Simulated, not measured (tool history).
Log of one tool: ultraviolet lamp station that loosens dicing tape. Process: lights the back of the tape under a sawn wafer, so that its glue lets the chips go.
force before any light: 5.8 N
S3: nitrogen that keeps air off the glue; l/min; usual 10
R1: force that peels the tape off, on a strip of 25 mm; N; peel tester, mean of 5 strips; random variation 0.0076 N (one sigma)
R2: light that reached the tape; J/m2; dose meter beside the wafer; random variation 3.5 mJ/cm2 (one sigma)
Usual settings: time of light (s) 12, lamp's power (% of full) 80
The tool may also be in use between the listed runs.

Run 1, hour 0.0: usual settings. Result: R1 0.357 N, R2 5270 J/m2.
Run 2, hour 12.3: usual settings. Result: R1 0.376 N, R2 5260 J/m2.
Run 3, hour 27.3: usual settings but S3 4 l/min. Result: R1 0.679 N, R2 5100 J/m2.
Run 4, hour 41.6: usual settings but S3 4 l/min. Result: R1 0.717 N, R2 5200 J/m2.
Run 5, hour 54.2: usual settings. Result: R1 0.382 N, R2 5110 J/m2.
Run 6, hour 67.8: usual settings. Result: R1 0.400 N, R2 4970 J/m2.
Run 7, hour 81.6: usual settings but lamp's power (% of full) 67. Result: R1 0.602 N, R2 4120 J/m2.
Run 8, hour 97.4: usual settings but lamp's power (% of full) 67. Result: R1 0.616 N, R2 4070 J/m2.
Run 9, hour 107.3: usual settings but time of light (s) 7, lamp's power (% of full) 67. Result: R1 1.546 N, R2 2370 J/m2.
Run 10, hour 115.0: usual settings but time of light (s) 7, lamp's power (% of full) 67. Result: R1 1.553 N, R2 2360 J/m2.
Run 11, hour 124.1: usual settings. Result: R1 0.435 N, R2 4780 J/m2.
Run 12, hour 139.4: usual settings but lamp's power (% of full) 71. Result: R1 0.578 N, R2 4180 J/m2.
Run 13, hour 155.2: usual settings but lamp's power (% of full) 71. Result: R1 0.602 N, R2 4120 J/m2.
Run 14, hour 170.4: usual settings. Result: R1 0.461 N, R2 4620 J/m2.
Run 15, hour 177.0: usual settings. Result: R1 0.473 N, R2 4590 J/m2.
At hour 178.6: window cleaned of glue's vapour.
Run 16, hour 184.6: usual settings. Result: R1 0.525 N, R2 4440 J/m2.
Run 17, hour 191.5: usual settings. Result: R1 0.517 N, R2 4420 J/m2.
Run 18, hour 201.6: usual settings. Result: R1 0.545 N, R2 4340 J/m2.
At hour 209.0: window cleaned of glue's vapour, once more.
Run 19, hour 215.7: usual settings. Result: R1 0.346 N, R2 5370 J/m2.
Run 20, hour 223.0: usual settings. Result: R1 0.365 N, R2 5310 J/m2.
Run 21, hour 233.2: usual settings but time of light (s) 21. Result: R1 0.112 N, R2 9210 J/m2.
Run 22, hour 239.7: usual settings but time of light (s) 21. Result: R1 0.121 N, R2 9250 J/m2.
Run 23, hour 246.5: usual settings but time of light (s) 7, S3 19 l/min. Result: R1 0.802 N, R2 3040 J/m2.
Run 24, hour 253.6: usual settings but lamp's power (% of full) 68, S3 5 l/min. Result: R1 0.783 N, R2 4420 J/m2.
Run 25, hour 267.3: usual settings but lamp's power (% of full) 65, S3 5 l/min. Result: R1 0.906 N, R2 4210 J/m2.
Run 26, hour 277.3: usual settings but time of light (s) 13, lamp's power (% of full) 73, S3 6 l/min. Result: R1 0.554 N, R2 5060 J/m2.
Run 27, hour 291.4: usual settings but time of light (s) 13, lamp's power (% of full) 73, S3 6 l/min. Result: R1 0.555 N, R2 5020 J/m2.
Run 28, hour 304.1: usual settings but time of light (s) 13, lamp's power (% of full) 73, S3 6 l/min. Result: R1 0.591 N, R2 5030 J/m2.
Run 29, hour 317.3: usual settings but time of light (s) 13, lamp's power (% of full) 73, S3 6 l/min. Result: R1 0.594 N, R2 4910 J/m2.
Run 30, hour 329.9: usual settings but time of light (s) 7, lamp's power (% of full) 72, S3 18 l/min. Result: R1 1.106 N, R2 2610 J/m2.
Run 31, hour 339.9: usual settings but time of light (s) 7, lamp's power (% of full) 91, S3 19 l/min. Result: R1 0.699 N, R2 3240 J/m2.
Run 32, hour 347.7: usual settings but time of light (s) 6, lamp's power (% of full) 76, S3 6 l/min. Result: R1 1.907 N, R2 2310 J/m2.
Run 33, hour 357.3: usual settings but lamp's power (% of full) 85. Result: R1 0.366 N, R2 5200 J/m2.
Run 34, hour 372.0: usual settings but lamp's power (% of full) 85. Result: R1 0.396 N, R2 5120 J/m2.
Run 35, hour 381.8: usual settings but time of light (s) 11, lamp's power (% of full) 92, S3 12 l/min. Result: R1 0.356 N, R2 4970 J/m2.
Run 36, hour 394.6: usual settings but time of light (s) 15, lamp's power (% of full) 65, S3 3 l/min. Result: R1 0.979 N, R2 4800 J/m2.
Run 37, hour 406.0: usual settings but lamp's power (% of full) 65. Result: R1 0.741 N, R2 3820 J/m2.
Run 38, hour 413.4: usual settings but lamp's power (% of full) 65. Result: R1 0.753 N, R2 3750 J/m2.
Run 39, hour 425.6: usual settings but lamp's power (% of full) 65. Result: R1 0.747 N, R2 3720 J/m2.

Measured less the same run without the tool's hidden state. The same run-to-run variation is in both; the gauge's scatter may not be:
The hidden state here: lamp's light, % of a new lamp's; light that the window lets through, % of a clean one's; drift of the gauge itself on peel_n, %; drift of the gauge itself on dose_mj_cm2, %.
run      R1     R2
  1  +0.066   -480
  2  +0.076   -530
  3  +0.134   -590
  4  +0.155   -660
  5  +0.099   -700
  6  +0.109   -750
  7  +0.166   -670
  8  +0.182   -720
  9  +0.327   -440
 10  +0.338   -460
 11  +0.151   -970
 12  +0.202   -900
 13  +0.220   -950
 14  +0.184  -1150
 15  +0.192  -1170
 16  +0.238  -1330
 17  +0.239  -1360
 18  +0.256  -1400
 19  +0.054   -410
 20  +0.060   -440
 21  +0.010   -820
 22  +0.011   -870
 23  +0.133   -300
 24  +0.136   -470
 25  +0.166   -480
 26  +0.124   -630
 27  +0.135   -680
 28  +0.152   -720
 29  +0.163   -770
 30  +0.259   -440
 31  +0.200   -580
 32  +0.344   -430
 33  +0.125  -1000
 34  +0.140  -1060
 35  +0.130  -1080
 36  +0.308  -1090
 37  +0.267   -910
 38  +0.276   -940
 39  +0.284   -970
